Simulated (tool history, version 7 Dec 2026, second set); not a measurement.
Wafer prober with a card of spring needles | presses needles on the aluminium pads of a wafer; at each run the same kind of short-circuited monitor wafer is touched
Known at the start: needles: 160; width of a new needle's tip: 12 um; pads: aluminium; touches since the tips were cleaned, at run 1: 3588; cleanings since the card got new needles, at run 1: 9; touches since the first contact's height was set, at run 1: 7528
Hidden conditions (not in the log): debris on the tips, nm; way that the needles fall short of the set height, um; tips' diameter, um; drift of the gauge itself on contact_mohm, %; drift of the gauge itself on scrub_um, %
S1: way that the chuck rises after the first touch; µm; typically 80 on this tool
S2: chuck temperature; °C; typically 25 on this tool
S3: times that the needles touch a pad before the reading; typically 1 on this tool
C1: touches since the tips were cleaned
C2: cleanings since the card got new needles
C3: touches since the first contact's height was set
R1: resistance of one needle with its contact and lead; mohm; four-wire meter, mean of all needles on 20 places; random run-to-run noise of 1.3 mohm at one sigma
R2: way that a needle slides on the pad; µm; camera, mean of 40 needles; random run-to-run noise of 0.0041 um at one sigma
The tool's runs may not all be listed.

run	hour	S1	S2	S3	C1	C2	C3	R1	R2
1	0	80	25	1	3588	9	7528	130	13.555
2	17.8	80	25	1	7453	9	11393	136	13.558
# hour 20: tips cleaned on abrasive film
3	29.4	80	25	1	2029	10	13887	127	13.539
4	39.4	80	25	1	4199	10	16057	132	13.55
# hour 56.6: tips cleaned on abrasive film
5	58.5	79	25	1	420	11	20192	114	13.372
6	73.3	80	32	1	3614	11	23386	129	13.534
# hour 75.1: height of the first contact set anew
7	86.3	80	32	1	6376	11	2430	133	13.521
# hour 93.4: tips cleaned on abrasive film
8	103.5	80	32	2	2193	12	6154	117	13.507
9	117.4	87	67	2	5199	12	9160	131	14.7
10	126.4	87	67	2	7148	12	11109	129	14.702
# hour 130.1: tips cleaned on abrasive film
11	138.3	94	106	2	1790	13	13681	128	15.871
12	155.9	94	106	2	5614	13	17505	132	15.874
# hour 167.6: tips cleaned on abrasive film
13	175.6	93	106	2	1749	14	21759	126	15.704
14	190.9	91	110	2	5056	14	25066	135	15.367
# hour 193: height of the first contact set anew, once more
# hour 205.5: tips cleaned on abrasive film
15	205.8	91	110	2	69	15	2760	125	15.433

3 options for the next run, each taken on its own from the tool as it stands now. Forecast them:
A	216.9	93	32	2	2484	15	5175	?	?
B	216.9	98	25	1	2484	15	5175	?	?
C	216.9	72	95	1	2484	15	5175	?	?

run	R1	R2
A	117	15.763
B	125	16.611
C	136	12.202
Had the tool no hidden state, the same runs would have come out as:
run	R1	R2
A	107	15.771
B	109	16.618
C	118	12.21
